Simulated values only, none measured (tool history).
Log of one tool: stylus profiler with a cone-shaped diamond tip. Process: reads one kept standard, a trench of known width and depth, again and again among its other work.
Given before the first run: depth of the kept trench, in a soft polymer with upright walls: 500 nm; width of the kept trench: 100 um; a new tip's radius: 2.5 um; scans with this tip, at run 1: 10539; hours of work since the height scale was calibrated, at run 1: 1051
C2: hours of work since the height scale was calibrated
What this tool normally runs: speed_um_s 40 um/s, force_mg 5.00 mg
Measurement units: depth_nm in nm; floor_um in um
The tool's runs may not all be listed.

run 1 hour=0.0 | speed_um_s=40 force_mg=5.00 | scans_with_this_tip=10539 C2=1051 | depth_nm=507.41 floor_um=96.04
run 2 hour=34.0 | speed_um_s=40 force_mg=14.65 | scans_with_this_tip=10742 C2=1071 | depth_nm=512.61 floor_um=96.09
run 3 hour=88.9 | speed_um_s=40 force_mg=14.65 | scans_with_this_tip=11070 C2=1104 | depth_nm=512.62 floor_um=96.06
run 4 hour=157.8 | speed_um_s=40 force_mg=14.65 | scans_with_this_tip=11482 C2=1145 | depth_nm=512.60 floor_um=96.01
run 5 hour=229.5 | speed_um_s=40 force_mg=14.65 | scans_with_this_tip=11911 C2=1188 | depth_nm=512.54 floor_um=95.98
run 6 hour=281.0 | speed_um_s=40 force_mg=14.65 | scans_with_this_tip=12219 C2=1218 | depth_nm=512.96 floor_um=95.97
run 7 hour=315.0 | speed_um_s=40 force_mg=14.65 | scans_with_this_tip=12423 C2=1239 | depth_nm=513.17 floor_um=95.97
run 8 hour=360.8 | speed_um_s=22 force_mg=1.92 | scans_with_this_tip=12697 C2=1266 | depth_nm=505.31 floor_um=95.92
run 9 hour=435.3 | speed_um_s=21 force_mg=2.00 | scans_with_this_tip=13142 C2=1310 | depth_nm=505.61 floor_um=95.85

Run 10 has not been measured yet. What should we expect?
run 10 hour=503.6 | speed_um_s=60 force_mg=2.48 | scans_with_this_tip=13551 C2=1351 | depth_nm=? floor_um=?

depth_nm: 506.08 nm
floor_um: 95.63 um
Minus the tool's unlogged condition, the same run would have read depth_nm 503.00 nm, floor_um 96.70 um.

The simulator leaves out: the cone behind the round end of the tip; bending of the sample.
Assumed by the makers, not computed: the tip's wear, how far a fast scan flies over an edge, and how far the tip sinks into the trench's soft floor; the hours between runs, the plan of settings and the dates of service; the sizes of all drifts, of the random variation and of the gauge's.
